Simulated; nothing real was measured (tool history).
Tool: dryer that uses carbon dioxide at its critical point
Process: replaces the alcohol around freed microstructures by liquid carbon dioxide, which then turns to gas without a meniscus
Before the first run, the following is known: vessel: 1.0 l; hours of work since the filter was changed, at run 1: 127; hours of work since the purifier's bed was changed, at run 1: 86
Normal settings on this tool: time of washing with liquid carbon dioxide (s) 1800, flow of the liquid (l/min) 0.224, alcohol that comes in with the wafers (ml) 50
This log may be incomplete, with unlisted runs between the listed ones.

run,day,time of washing with liquid carbon dioxide (s),flow of the liquid (l/min),alcohol that comes in with the wafers (ml),hours of work since the filter was changed,hours of work since the purifier's bed was changed,alcohol left in the vessel before it's heated (ppm by volume)
1,0,1800,0.224,50,127,86,149
2,0.412,1800,0.224,50,131,90,142
3,0.7,1800,0.224,50,134,93,161
4,1.008,1800,0.224,50,138,97,160
5,1.275,1800,0.176,50,141,99,549
6,1.517,1740,0.224,50,143,102,190
7,1.779,1740,0.224,115,146,105,420
8,2.217,1740,0.224,115,151,110,415
9,2.658,1800,0.224,50,155,114,166
10,3.062,1800,0.224,50,160,119,173
11,3.475,1800,0.224,50,164,123,187
12,3.812,1800,0.22,50,168,127,191
13,4.15,1800,0.22,50,171,130,198
14,4.329,1800,0.224,50,173,132,188
15,4.762,1800,0.155,50,178,137,1045
16,5.104,1800,0.155,50,182,140,1060
17,5.471,1800,0.361,50,185,144,28
18,5.817,1800,0.137,50,189,148,1710
19,6.221,1800,0.137,50,194,152,1745
20,6.438,2640,0.137,50,196,155,387
21,6.804,2640,0.137,50,200,159,398
22,7.112,1800,0.212,43,203,162,253
23,7.371,1260,0.212,119,206,165,2906
24,7.721,2760,0.308,36,210,168,40

Run 25 has not been measured yet. What should we expect?
25,8.125,1200,0.308,65,214,173,?

Run 25 produced alcohol left in the vessel before it's heated (ppm by volume) 394.
With no hidden state in the tool, this same run would have given alcohol left in the vessel before it's heated (ppm by volume) 148.
